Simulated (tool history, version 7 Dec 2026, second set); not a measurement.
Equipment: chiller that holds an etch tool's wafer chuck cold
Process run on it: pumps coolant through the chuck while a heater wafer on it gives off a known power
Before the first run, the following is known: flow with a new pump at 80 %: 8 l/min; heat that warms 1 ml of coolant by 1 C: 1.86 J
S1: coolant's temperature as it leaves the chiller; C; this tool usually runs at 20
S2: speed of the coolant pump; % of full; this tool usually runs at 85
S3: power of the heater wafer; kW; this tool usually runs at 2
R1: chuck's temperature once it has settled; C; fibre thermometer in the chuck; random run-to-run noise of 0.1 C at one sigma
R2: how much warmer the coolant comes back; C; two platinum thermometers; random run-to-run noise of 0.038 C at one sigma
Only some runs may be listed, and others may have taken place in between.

run     day  S1  S2     S3    R1     R2
  1       0  20  85      2  36.5   7.57
  2   1.046  20  85      2  36.6   7.62
  3   2.592  20  85      2  36.7   7.57
  4   4.275  20  85      2  36.9    7.6
  5    6.05  20  85      2  36.6   7.57
  6   7.042  20  85      2  36.7   7.53
  7   7.942  20  85      2  36.7    7.6
  8   9.754  20  85      2  36.7   7.63
  9  10.771  20  85      2  36.9   7.64
 10  11.608  12  85      2  28.9    7.6
 11  13.188  20  69      2  39.4   9.63
 12  14.575  20  85      2  36.9   7.63
 13  15.796  20  85      2  36.9   7.64
 14  17.242  20  85      2    37   7.66
 15    19.2  20  85      2  36.8   7.65
 16  20.058  20  85      2  37.1   7.64
 17  21.121  20  85  2.682  42.9  10.28
 18  22.054  25  96  1.756  38.8   5.87
 19  23.742  12  61  1.756  30.6   9.77
 20  25.417  25  61  2.112  47.5  11.77
 21  26.317  25  74  1.987  43.5   8.94
 22  27.279  27  85      2  44.2   7.65
 23    28.4  26  85  2.173  44.8   8.38
 24  29.258  14  85  2.173  32.8   8.41
 25  31.292  14  81  2.173  33.3    8.8
 26  32.575  25  75  1.025  34.7   4.54
 27  33.738  28  65  2.684  55.7  13.95
 28  35.821  10  76      2  28.7   8.79
 29    37.8  10  76      2  28.6   8.82
 30  39.383  12  85  1.052  21.1   4.03
 31  41.367  18  85  1.364  29.8   5.34

Here are 3 independent what-if runs from the current tool condition. What would each one return?
  A  43.267  20  85  2.256   ?   ?
  B  43.267  20  85      2   ?   ?
  C  43.267  26  62   1.61   ?   ?

run    R1    R2
  A  39.8  8.77
  B  37.6  7.76
  C  43.3  8.94
With the hidden condition removed and each run's random variation left untouched, the same runs would have given:
run  R1    R2
  A  37  8.45
  B  35  7.48
  C  41  8.62
